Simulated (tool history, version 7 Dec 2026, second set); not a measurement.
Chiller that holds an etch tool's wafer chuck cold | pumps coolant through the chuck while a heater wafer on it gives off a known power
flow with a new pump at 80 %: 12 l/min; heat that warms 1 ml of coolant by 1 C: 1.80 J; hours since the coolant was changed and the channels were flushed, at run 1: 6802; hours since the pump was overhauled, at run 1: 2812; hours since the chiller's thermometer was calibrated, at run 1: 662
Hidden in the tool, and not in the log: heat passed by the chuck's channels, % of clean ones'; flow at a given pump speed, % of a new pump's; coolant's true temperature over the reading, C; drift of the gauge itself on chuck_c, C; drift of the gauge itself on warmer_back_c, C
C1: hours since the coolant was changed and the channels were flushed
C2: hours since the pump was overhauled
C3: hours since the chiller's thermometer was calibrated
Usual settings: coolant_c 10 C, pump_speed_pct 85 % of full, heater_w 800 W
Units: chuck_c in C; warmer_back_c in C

Run 1, day 0.000: usual settings; C1 6802; C2 2812; C3 662. Result: chuck_c 17.00 C, warmer_back_c 2.12 C.
Run 2, day 4.508: usual settings but coolant_c 15 C; C1 6910; C2 2920; C3 770. Result: chuck_c 21.95 C, warmer_back_c 2.12 C.
Run 3, day 8.300: usual settings but coolant_c 15 C; C1 7001; C2 3011; C3 861. Result: chuck_c 22.05 C, warmer_back_c 2.08 C.
Run 4, day 13.546: usual settings but coolant_c 15 C; C1 7127; C2 3137; C3 987. Result: chuck_c 21.91 C, warmer_back_c 2.07 C.
Run 5, day 18.562: usual settings but pump_speed_pct 100 % of full; C1 7248; C2 3258; C3 1107. Result: chuck_c 16.52 C, warmer_back_c 1.73 C.
Run 6, day 20.929: usual settings but heater_w 486 W; C1 7304; C2 3314; C3 1164. Result: chuck_c 14.37 C, warmer_back_c 1.20 C.
Run 7, day 24.362: usual settings but coolant_c 16 C, pump_speed_pct 89 % of full, heater_w 675 W; C1 7387; C2 3397; C3 1246. Result: chuck_c 21.89 C, warmer_back_c 1.60 C.
Run 8, day 27.083: usual settings but pump_speed_pct 76 % of full, heater_w 1055 W; C1 7452; C2 3462; C3 1312. Result: chuck_c 19.73 C, warmer_back_c 3.01 C.
Run 9, day 31.100: usual settings but pump_speed_pct 68 % of full, heater_w 702 W; C1 7548; C2 3559; C3 1408. Result: chuck_c 16.89 C, warmer_back_c 2.20 C.
Run 10, day 34.200: usual settings but pump_speed_pct 87 % of full, heater_w 763 W; C1 7623; C2 3633; C3 1482. Result: chuck_c 16.66 C, warmer_back_c 1.84 C.

Forecast each of these 4 alternatives for the next run:
Run A, day 37.446: usual settings but coolant_c 14 C, pump_speed_pct 90 % of full, heater_w 1007 W; C1 7701; C2 3711; C3 1560. Result: chuck_c ?, warmer_back_c ?.
Run B, day 37.446: usual settings but coolant_c 6 C, pump_speed_pct 74 % of full; C1 7701; C2 3711; C3 1560. Result: chuck_c ?, warmer_back_c ?.
Run C, day 37.446: usual settings but pump_speed_pct 87 % of full, heater_w 709 W; C1 7701; C2 3711; C3 1560. Result: chuck_c ?, warmer_back_c ?.
Run D, day 37.446: usual settings but coolant_c 15 C, pump_speed_pct 90 % of full; C1 7701; C2 3711; C3 1560. Result: chuck_c ?, warmer_back_c ?.

run  chuck_c  warmer_back_c
  A    22.46           2.40
  B    13.75           2.31
  C    16.20           1.67
  D    21.94           1.90
Without the tool's hidden state the same runs would have given:
run  chuck_c  warmer_back_c
  A    22.43           2.51
  B    13.72           2.42
  C    16.18           1.79
  D    21.91           2.01

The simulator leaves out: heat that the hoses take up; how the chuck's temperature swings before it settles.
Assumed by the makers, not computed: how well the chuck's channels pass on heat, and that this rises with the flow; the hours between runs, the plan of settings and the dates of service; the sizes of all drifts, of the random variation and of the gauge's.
